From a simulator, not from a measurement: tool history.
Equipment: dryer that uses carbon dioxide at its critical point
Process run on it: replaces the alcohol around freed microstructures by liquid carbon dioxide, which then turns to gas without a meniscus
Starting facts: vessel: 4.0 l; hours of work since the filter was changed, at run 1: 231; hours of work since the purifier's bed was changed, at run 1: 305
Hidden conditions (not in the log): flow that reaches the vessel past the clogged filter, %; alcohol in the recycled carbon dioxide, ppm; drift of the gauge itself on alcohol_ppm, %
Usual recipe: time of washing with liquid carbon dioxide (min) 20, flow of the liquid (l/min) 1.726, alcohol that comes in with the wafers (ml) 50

run,hour,time of washing with liquid carbon dioxide (min),flow of the liquid (l/min),alcohol that comes in with the wafers (ml),hours of work since the filter was changed,hours of work since the purifier's bed was changed,alcohol left in the vessel before it's heated (ppm by volume)
1,0.0,20,1.726,50,231,305,151
2,34.0,20,1.780,50,250,324,159
3,70.6,20,1.780,20,271,345,144
4,96.9,20,1.726,50,286,360,185
5,129.5,20,1.726,50,305,379,185
6,166.1,20,1.726,50,326,400,202
7,199.0,20,2.520,50,345,419,162
8,224.7,20,2.520,50,359,433,172
9,260.3,20,2.520,50,380,453,161
10,296.2,20,2.520,50,400,474,189
11,333.1,20,2.520,50,421,495,204
12,348.8,20,1.280,50,430,504,369
13,385.5,20,2.630,50,451,525,204
14,422.6,20,2.630,50,472,546,204
# hour 428.7: purifier's bed changed
15,450.2,20,2.630,50,486,12,22
16,486.5,20,2.630,50,507,33,30
17,516.6,20,2.630,50,524,50,19
18,544.1,22,1.726,24,540,66,48
19,569.1,20,1.230,43,554,80,242
20,598.5,20,1.230,43,571,97,244
# hour 626.4: inlet filter changed
21,626.4,19,1.230,43,0,112,210
22,658.9,20,2.320,68,19,131,56
23,696.3,20,2.320,68,40,152,67
24,711.9,20,2.320,68,49,161,66
25,740.5,20,2.320,68,65,177,79
26,763.1,20,2.320,68,78,190,87
27,781.9,13,2.290,36,89,201,132
28,814.6,13,2.290,36,107,219,134
29,837.7,28,1.350,21,120,233,103
30,854.1,28,1.580,114,130,242,113
31,872.8,23,2.820,114,141,253,108

For run 32, what comes out?
32,909.7,28,1.200,32,162,274,?

Run 32 came out at alcohol left in the vessel before it's heated (ppm by volume) 135.
With the hidden condition absent and the run-to-run variation left alone, this run would have shown alcohol left in the vessel before it's heated (ppm by volume) 33.

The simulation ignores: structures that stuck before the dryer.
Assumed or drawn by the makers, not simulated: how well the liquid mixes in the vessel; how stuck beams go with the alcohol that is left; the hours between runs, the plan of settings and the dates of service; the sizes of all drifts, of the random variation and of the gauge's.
